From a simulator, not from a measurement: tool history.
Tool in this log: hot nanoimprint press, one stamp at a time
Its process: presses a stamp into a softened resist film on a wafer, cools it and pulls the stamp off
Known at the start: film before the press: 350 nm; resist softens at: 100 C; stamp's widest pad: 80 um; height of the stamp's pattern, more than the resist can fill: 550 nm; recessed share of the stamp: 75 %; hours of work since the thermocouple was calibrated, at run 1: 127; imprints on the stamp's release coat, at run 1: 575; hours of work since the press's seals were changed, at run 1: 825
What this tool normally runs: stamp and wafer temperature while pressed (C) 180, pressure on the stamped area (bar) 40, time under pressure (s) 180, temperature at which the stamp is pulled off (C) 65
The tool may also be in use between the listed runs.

| run | hour | stamp and wafer temperature while pressed (C) | pressure on the stamped area (bar) | time under pressure (s) | temperature at which the stamp is pulled off (C) | hours of work since the thermocouple was calibrated | imprints on the stamp's release coat | hours of work since the press's seals were changed | resist left under the stamp's widest pad (Å) | greatest force while the stamp is pulled off (N) |
|---|---|---|---|---|---|---|---|---|---|---|
| 1 | 0 | 180 | 40 | 180 | 65 | 127 | 575 | 825 | 1890 | 227 |
| 2 | 39.6 | 191 | 40 | 180 | 65 | 144 | 629 | 843 | 1440 | 228 |
| 3 | 66.4 | 180 | 40 | 180 | 65 | 156 | 665 | 855 | 1881 | 223 |
|  | 84.5 | press's hydraulic seals changed and the load cell set to zero |
| 4 | 102.1 | 180 | 40 | 180 | 65 | 168 | 703 | 8 | 1820 | 233 |
| 5 | 129.3 | 180 | 40 | 180 | 65 | 181 | 740 | 20 | 1836 | 229 |
| 6 | 185.3 | 180 | 27.5 | 180 | 65 | 205 | 816 | 45 | 2197 | 223 |
| 7 | 234.3 | 180 | 40 | 180 | 65 | 227 | 883 | 67 | 1819 | 227 |
| 8 | 261.2 | 180 | 56.1 | 180 | 65 | 239 | 919 | 79 | 1505 | 234 |
| 9 | 307.7 | 180 | 56.1 | 180 | 65 | 260 | 982 | 99 | 1505 | 233 |
| 10 | 363.3 | 180 | 56.1 | 180 | 65 | 285 | 1058 | 124 | 1499 | 235 |
| 11 | 399.1 | 180 | 56.1 | 180 | 65 | 301 | 1107 | 140 | 1498 | 241 |
| 12 | 429.7 | 180 | 40 | 180 | 65 | 314 | 1148 | 154 | 1799 | 241 |
| 13 | 475.5 | 180 | 33.2 | 180 | 65 | 335 | 1211 | 174 | 1995 | 241 |
| 14 | 521.9 | 180 | 33.2 | 180 | 65 | 355 | 1274 | 195 | 1982 | 239 |
| 15 | 573.2 | 180 | 33.2 | 180 | 65 | 378 | 1344 | 217 | 1977 | 239 |
| 16 | 627.7 | 190 | 56.4 | 307 | 65 | 402 | 1418 | 242 | 953 | 246 |
|  | 674.3 | stamp cleaned and given a new release coat |
| 17 | 680.1 | 180 | 25.1 | 307 | 65 | 423 | 8 | 262 | 1957 | 203 |
| 18 | 708 | 189 | 45.1 | 149 | 66 | 435 | 46 | 275 | 1424 | 203 |
| 19 | 745.5 | 189 | 45.1 | 149 | 66 | 452 | 97 | 291 | 1400 | 203 |
| 20 | 777.5 | 191 | 34.7 | 149 | 66 | 466 | 140 | 306 | 1569 | 204 |
| 21 | 803.9 | 172 | 34.7 | 149 | 51 | 478 | 176 | 317 | 2434 | 221 |
| 22 | 838.5 | 172 | 34.7 | 149 | 51 | 493 | 223 | 333 | 2434 | 223 |
|  | 870.9 | plate thermocouple calibrated |
| 23 | 888.6 | 188 | 56.6 | 166 | 57 | 8 | 287 | 354 | 1284 | 216 |
| 24 | 933.8 | 180 | 40 | 169 | 65 | 28 | 349 | 374 | 1906 | 221 |
| 25 | 986.5 | 180 | 36.4 | 180 | 65 | 51 | 421 | 397 | 1965 | 216 |
| 26 | 1035.5 | 180 | 36.4 | 278 | 55 | 73 | 487 | 419 | 1724 | 233 |
| 27 | 1060 | 180 | 36.4 | 278 | 55 | 84 | 521 | 430 | 1728 | 236 |
| 28 | 1097.1 | 180 | 36.4 | 278 | 55 | 101 | 571 | 446 | 1710 | 230 |
| 29 | 1124.5 | 180 | 36.4 | 278 | 55 | 113 | 609 | 459 | 1726 | 234 |

4 options for the next run, each taken on its own from the tool as it stands now. Forecast them:
| A | 1180.4 | 176 | 43.8 | 145 | 55 | 138 | 685 | 484 | ? | ? |
| B | 1180.4 | 180 | 44.6 | 199 | 52 | 138 | 685 | 484 | ? | ? |
| C | 1180.4 | 179 | 40 | 180 | 65 | 138 | 685 | 484 | ? | ? |
| D | 1180.4 | 180 | 40 | 341 | 64 | 138 | 685 | 484 | ? | ? |

| run | resist left under the stamp's widest pad (Å) | greatest force while the stamp is pulled off (N) |
|---|---|---|
| A | 2106 | 235 |
| B | 1698 | 235 |
| C | 1918 | 223 |
| D | 1523 | 225 |
Without the tool's hidden state the same runs would have given:
| run | resist left under the stamp's widest pad (Å) | greatest force while the stamp is pulled off (N) |
|---|---|---|
| A | 2093 | 214 |
| B | 1683 | 214 |
| C | 1908 | 203 |
| D | 1514 | 205 |
